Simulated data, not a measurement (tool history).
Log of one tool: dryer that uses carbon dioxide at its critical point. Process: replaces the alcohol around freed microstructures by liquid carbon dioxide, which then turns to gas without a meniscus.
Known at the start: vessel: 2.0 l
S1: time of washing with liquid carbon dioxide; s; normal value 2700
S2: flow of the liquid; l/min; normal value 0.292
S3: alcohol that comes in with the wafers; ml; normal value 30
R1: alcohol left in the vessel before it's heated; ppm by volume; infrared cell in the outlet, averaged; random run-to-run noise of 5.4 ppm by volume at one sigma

{"run": 1, "hour": 0.0, "S1": 2700, "S2": 0.292, "S3": 30, "R1": 179}
{"run": 2, "hour": 38.6, "S1": 2700, "S2": 0.292, "S3": 30, "R1": 182}
{"run": 3, "hour": 64.7, "S1": 2700, "S2": 0.41, "S3": 30, "R1": 69}
{"run": 4, "hour": 89.3, "S1": 2700, "S2": 0.41, "S3": 30, "R1": 57}
{"run": 5, "hour": 136.1, "S1": 2700, "S2": 0.41, "S3": 30, "R1": 65}
{"run": 6, "hour": 177.3, "S1": 2700, "S2": 0.292, "S3": 90, "R1": 501}
{"run": 7, "hour": 213.4, "S1": 2700, "S2": 0.292, "S3": 90, "R1": 507}
{"run": 8, "hour": 244.3, "S1": 2700, "S2": 0.292, "S3": 30, "R1": 210}
{"run": 9, "hour": 282.8, "S1": 2700, "S2": 0.292, "S3": 30, "R1": 209}
{"hour": 323.2, "done": "inlet filter changed"}
{"run": 10, "hour": 328.8, "S1": 2700, "S2": 0.292, "S3": 30, "R1": 188}
{"run": 11, "hour": 376.9, "S1": 2700, "S2": 0.292, "S3": 30, "R1": 174}
{"hour": 394.7, "done": "purifier's bed changed"}
{"run": 12, "hour": 401.6, "S1": 2700, "S2": 0.292, "S3": 30, "R1": 138}
{"run": 13, "hour": 423.8, "S1": 2700, "S2": 0.292, "S3": 30, "R1": 138}
{"run": 14, "hour": 456.5, "S1": 2700, "S2": 0.292, "S3": 30, "R1": 147}
{"run": 15, "hour": 491.6, "S1": 1680, "S2": 0.18, "S3": 58, "R1": 4502}
{"run": 16, "hour": 531.2, "S1": 1680, "S2": 0.18, "S3": 58, "R1": 4657}
{"run": 17, "hour": 566.4, "S1": 1680, "S2": 0.18, "S3": 58, "R1": 4715}
{"run": 18, "hour": 609.4, "S1": 1680, "S2": 0.205, "S3": 27, "R1": 1704}
{"run": 19, "hour": 635.8, "S1": 4260, "S2": 0.319, "S3": 30, "R1": 10}
{"run": 20, "hour": 669.6, "S1": 4260, "S2": 0.319, "S3": 30, "R1": 25}
{"run": 21, "hour": 690.3, "S1": 2760, "S2": 0.274, "S3": 30, "R1": 199}
{"run": 22, "hour": 735.7, "S1": 2760, "S2": 0.274, "S3": 30, "R1": 199}
{"run": 23, "hour": 756.3, "S1": 3840, "S2": 0.479, "S3": 115, "R1": 20}

Run 24 comes next. What will it give?
{"run": 24, "hour": 801.8, "S1": 3840, "S2": 0.479, "S3": 115, "R1": "?"}

Run 24 yielded R1 17 ppm by volume.
Minus the tool's unlogged condition, the same run would have read R1 3 ppm by volume.

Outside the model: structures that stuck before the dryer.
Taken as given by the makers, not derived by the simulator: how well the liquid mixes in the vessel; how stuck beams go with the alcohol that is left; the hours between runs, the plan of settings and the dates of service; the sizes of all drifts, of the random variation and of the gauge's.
